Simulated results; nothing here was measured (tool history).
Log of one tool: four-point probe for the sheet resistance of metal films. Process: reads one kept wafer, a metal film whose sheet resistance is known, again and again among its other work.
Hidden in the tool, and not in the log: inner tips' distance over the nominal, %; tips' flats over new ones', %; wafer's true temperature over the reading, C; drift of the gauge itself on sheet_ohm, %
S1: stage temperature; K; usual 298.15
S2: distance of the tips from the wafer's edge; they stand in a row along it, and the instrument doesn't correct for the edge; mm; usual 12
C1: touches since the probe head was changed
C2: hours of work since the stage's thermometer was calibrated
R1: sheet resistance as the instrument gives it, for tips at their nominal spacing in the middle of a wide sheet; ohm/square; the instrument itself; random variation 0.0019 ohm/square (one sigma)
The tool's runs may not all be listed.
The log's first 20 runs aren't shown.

run    hour      S1  S2     C1   C2        R1
 21  1124.7  298.15  14  24886  166  9.471443
 22  1205.9  293.15  15  27288  223  9.458144
 23    1241  305.15   4  28327  248  9.552549
 24    1284  299.15  57  29597  277  9.456555
 25  1345.9  299.15  57  31429  321  9.451881
 26  1422.3  296.15  19  33690  374  9.449282
 27  1479.2  293.15   5  35373  414  9.488773
 28  1533.1  293.15   5  36967  451  9.482974
 29  1590.9  293.15  32  38676  491  9.431968
 30  1657.2  293.15  32  40638  538  9.424087
 31  1701.8  307.15   4  41958  569  9.520252
 32  1769.6  299.15  68  43964  616  9.428088
 33    1824  299.15  18  45574  654  9.428918
 34  1885.3  299.15  18  47388  697   9.42672
 35  1923.6  299.15  18  48519  723   9.42176
 36    1967  299.15  18  49804  753  9.421341

4 ways to go on from here, each from the tool as it stands after run 36. What would each give?
  A  2013.6  293.15  74  51184  786   ?
  B  2013.6  291.15   4  51184  786   ?
  C  2013.6  304.15  12  51184  786   ?
  D  2013.6  296.15  56  51184  786   ?

run        R1
  A  9.403649
  B  9.479307
  C  9.432458
  D  9.407535
Without the tool's hidden state the same runs would have given:
run        R1
  A   9.50938
  B  9.585795
  C  9.538627
  D  9.513344
